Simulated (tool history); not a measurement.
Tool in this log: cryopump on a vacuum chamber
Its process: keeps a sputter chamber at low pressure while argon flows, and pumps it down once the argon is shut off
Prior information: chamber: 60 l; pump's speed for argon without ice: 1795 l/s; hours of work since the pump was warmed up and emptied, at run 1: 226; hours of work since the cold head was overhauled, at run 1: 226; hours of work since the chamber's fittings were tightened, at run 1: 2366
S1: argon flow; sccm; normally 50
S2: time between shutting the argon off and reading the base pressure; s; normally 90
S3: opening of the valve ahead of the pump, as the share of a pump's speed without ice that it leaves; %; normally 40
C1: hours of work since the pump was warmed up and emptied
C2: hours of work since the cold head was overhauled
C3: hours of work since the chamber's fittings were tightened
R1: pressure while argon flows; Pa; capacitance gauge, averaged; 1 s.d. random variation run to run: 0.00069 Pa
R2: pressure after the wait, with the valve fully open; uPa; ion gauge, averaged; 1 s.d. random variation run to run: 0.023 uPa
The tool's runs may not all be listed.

run	hour	S1	S2	S3	C1	C2	C3	R1	R2
1	0.0	50	90	40	226	226	2366	0.1246	1.98
2	21.7	50	90	40	244	244	2384	0.1250	1.96
3	40.3	50	90	40	260	260	2400	0.1244	1.98
4	62.9	50	90	52	278	278	2418	0.0980	2.03
5	74.5	50	90	52	288	288	2428	0.0967	1.99
6	92.3	50	90	52	303	303	2443	0.0981	2.05
7	107.2	72	90	52	315	315	2455	0.1419	2.02
8	124.7	72	90	52	330	330	2470	0.1436	2.09
9	144.5	72	90	52	346	346	2486	0.1437	2.02
10	169.0	72	90	52	367	367	2507	0.1439	2.15
11	190.6	50	90	15	385	385	2525	0.3252	2.17
12	218.2	42	90	40	408	408	2548	0.1072	2.12
13	242.6	42	90	40	428	428	2568	0.1093	2.18
14	260.8	50	90	40	443	443	2583	0.1290	2.18
15	274.6	50	90	40	455	455	2595	0.1302	2.16
16	296.3	50	90	21	473	473	2613	0.2372	2.30
17	317.3	50	90	21	490	490	2630	0.2385	2.25
18	342.5	50	123	40	511	511	2651	0.1315	2.17
19	370.3	44	288	47	535	535	2675	0.1015	1.97
20	394.3	50	117	40	555	555	2695	0.1348	2.22
21	408.2	33	43	28	566	566	2706	0.1217	3.08
22	429.2	33	43	28	584	584	2724	0.1228	3.12
23	441.5	33	43	28	594	594	2734	0.1221	3.12
24	464.3	50	125	21	613	613	2753	0.2432	2.29
25	489.6	22	40	26	634	634	2774	0.0883	3.30
26	511.2	22	40	26	652	652	2792	0.0886	3.33
27	527.1	98	21	26	665	665	2805	0.3963	4.59
28	546.8	59	21	26	682	682	2822	0.2403	4.59
29	565.1	59	21	26	697	697	2837	0.2395	4.54
30	577.5	25	218	34	707	707	2847	0.0804	2.27
31	604.1	35	218	21	729	729	2870	0.1717	2.34
32	627.9	35	218	21	749	749	2889	0.1728	2.39
33	649.2	35	167	31	767	767	2907	0.1238	2.54
34	673.2	82	167	31	787	787	2927	0.2953	2.53

4 ways to go on from here, each from the tool as it stands after run 34. What would each give?
# hour 695.7: pump warmed up, emptied and cooled again
A	705.7	23	182	40	8	810	2950	?	?
# hour 695.7: pump warmed up, emptied and cooled again
B	705.7	32	90	56	8	810	2950	?	?
# hour 695.7: pump warmed up, emptied and cooled again
C	705.7	75	38	40	8	810	2950	?	?
# hour 695.7: pump warmed up, emptied and cooled again
D	705.7	82	69	31	8	810	2950	?	?

run	R1	R2
A	0.0547	1.75
B	0.0537	2.07
C	0.1790	2.88
D	0.2508	2.24
Take away the tool's hidden state, keep each run's random variation, and the runs would have read:
run	R1	R2
A	0.0544	0.48
B	0.0533	0.79
C	0.1781	1.62
D	0.2498	0.97

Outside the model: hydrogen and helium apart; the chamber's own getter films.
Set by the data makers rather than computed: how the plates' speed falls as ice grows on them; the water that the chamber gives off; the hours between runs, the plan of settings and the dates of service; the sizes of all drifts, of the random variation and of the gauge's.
